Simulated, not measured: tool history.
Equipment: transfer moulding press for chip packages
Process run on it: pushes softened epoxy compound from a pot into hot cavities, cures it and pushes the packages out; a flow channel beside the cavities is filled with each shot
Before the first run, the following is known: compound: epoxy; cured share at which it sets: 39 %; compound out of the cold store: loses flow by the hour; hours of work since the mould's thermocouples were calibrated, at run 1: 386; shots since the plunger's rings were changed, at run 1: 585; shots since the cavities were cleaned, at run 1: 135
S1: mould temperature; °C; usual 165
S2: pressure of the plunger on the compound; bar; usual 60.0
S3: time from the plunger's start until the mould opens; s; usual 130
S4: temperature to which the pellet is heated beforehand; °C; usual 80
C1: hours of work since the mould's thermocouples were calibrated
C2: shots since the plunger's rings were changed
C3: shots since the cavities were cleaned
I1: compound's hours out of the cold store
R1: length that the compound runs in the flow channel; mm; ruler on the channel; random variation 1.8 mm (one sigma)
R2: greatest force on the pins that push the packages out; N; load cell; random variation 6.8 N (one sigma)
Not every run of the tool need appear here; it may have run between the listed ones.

Run 1, day 0.000: usual settings; C1 386; C2 585; C3 135; I1 32.5. Result: R1 672 mm, R2 405 N.
Run 2, day 0.596: usual settings; C1 397; C2 739; C3 289; I1 13.2. Result: R1 729 mm, R2 474 N.
Run 3, day 1.204: usual settings; C1 408; C2 895; C3 445; I1 17.3. Result: R1 719 mm, R2 496 N.
Run 4, day 1.633: usual settings; C1 415; C2 1006; C3 556; I1 43.2. Result: R1 643 mm, R2 541 N.
At day 1.875: cavities cleaned with cleaning compound and waxed.
Run 5, day 2.150: usual settings; C1 423; C2 1123; C3 71; I1 41.2. Result: R1 647 mm, R2 319 N.
Run 6, day 2.508: usual settings; C1 430; C2 1215; C3 163; I1 34.8. Result: R1 667 mm, R2 377 N.
Run 7, day 3.083: usual settings; C1 440; C2 1363; C3 311; I1 9.7. Result: R1 739 mm, R2 470 N.
Run 8, day 3.433: usual settings; C1 446; C2 1453; C3 401; I1 32.7. Result: R1 673 mm, R2 481 N.
Run 9, day 3.812: usual settings; C1 453; C2 1551; C3 499; I1 20.8. Result: R1 700 mm, R2 519 N.
Run 10, day 4.096: usual settings but S3 145 s; C1 458; C2 1624; C3 572; I1 8.1. Result: R1 743 mm, R2 517 N.
At day 4.229: mould's thermocouples calibrated.
At day 4.358: cavities cleaned with cleaning compound and waxed.
Run 11, day 4.717: usual settings but S3 145 s; C1 7; C2 1745; C3 91; I1 17.5. Result: R1 713 mm, R2 334 N.
Run 12, day 5.296: usual settings but S3 145 s; C1 18; C2 1895; C3 241; I1 39.1. Result: R1 642 mm, R2 440 N.
Run 13, day 5.804: usual settings but S3 145 s; C1 27; C2 2026; C3 372; I1 16.2. Result: R1 715 mm, R2 462 N.
Run 14, day 6.133: usual settings but S3 145 s; C1 33; C2 2111; C3 457; I1 37.5. Result: R1 653 mm, R2 491 N.
Run 15, day 6.612: usual settings; C1 41; C2 2234; C3 580; I1 29.7. Result: R1 671 mm, R2 522 N.
At day 6.800: cavities cleaned with cleaning compound and waxed.
Run 16, day 7.075: usual settings; C1 48; C2 2337; C3 71; I1 28.6. Result: R1 676 mm, R2 335 N.
Run 17, day 7.354: usual settings; C1 53; C2 2408; C3 142; I1 26.1. Result: R1 681 mm, R2 368 N.
Run 18, day 7.633: usual settings but S1 159 °C, S2 52.2 bar, S3 156 s, S4 83 °C; C1 58; C2 2481; C3 215; I1 16.0. Result: R1 691 mm, R2 437 N.
Run 19, day 8.283: usual settings but S1 159 °C, S2 52.2 bar, S3 156 s, S4 73 °C; C1 70; C2 2648; C3 382; I1 18.7. Result: R1 684 mm, R2 500 N.
Run 20, day 8.679: usual settings but S4 83 °C; C1 77; C2 2751; C3 485; I1 37.9. Result: R1 649 mm, R2 498 N.
At day 9.175: plunger's sealing rings changed.
Run 21, day 9.204: usual settings but S4 83 °C; C1 84; C2 8; C3 593; I1 35.8. Result: R1 666 mm, R2 542 N.
At day 9.317: cavities cleaned with cleaning compound and waxed.
Run 22, day 9.571: usual settings but S1 162 °C, S2 49.7 bar, S3 152 s, S4 71 °C; C1 90; C2 86; C3 66; I1 14.0. Result: R1 679 mm, R2 329 N.
Run 23, day 9.846: usual settings but S1 169 °C, S2 49.7 bar, S3 152 s, S4 76 °C; C1 95; C2 157; C3 137; I1 15.6. Result: R1 643 mm, R2 355 N.
Run 24, day 10.129: usual settings but S1 166 °C, S2 64.9 bar, S3 152 s, S4 76 °C; C1 99; C2 229; C3 209; I1 40.0. Result: R1 677 mm, R2 392 N.
Run 25, day 10.579: usual settings but S1 169 °C; C1 108; C2 346; C3 326; I1 47.3. Result: R1 619 mm, R2 437 N.
Run 26, day 10.879: usual settings but S1 169 °C; C1 113; C2 422; C3 402; I1 42.7. Result: R1 627 mm, R2 463 N.
Run 27, day 11.246: usual settings but S4 82 °C; C1 119; C2 517; C3 497; I1 37.5. Result: R1 660 mm, R2 511 N.

Run 28, settings as shown, results not yet in. Your forecast:
At day 11.712: cavities cleaned with cleaning compound and waxed.
Run 28, day 11.846: usual settings but S1 167 °C, S2 53.7 bar, S4 88 °C; C1 129; C2 656; C3 35; I1 10.9. Result: R1 ?, R2 ?.

Run 28 measured R1 688 mm, R2 303 N.
Take away the tool's hidden state, keep the run-to-run variation as it was, and the same run would have given R1 691 mm, R2 275 N.
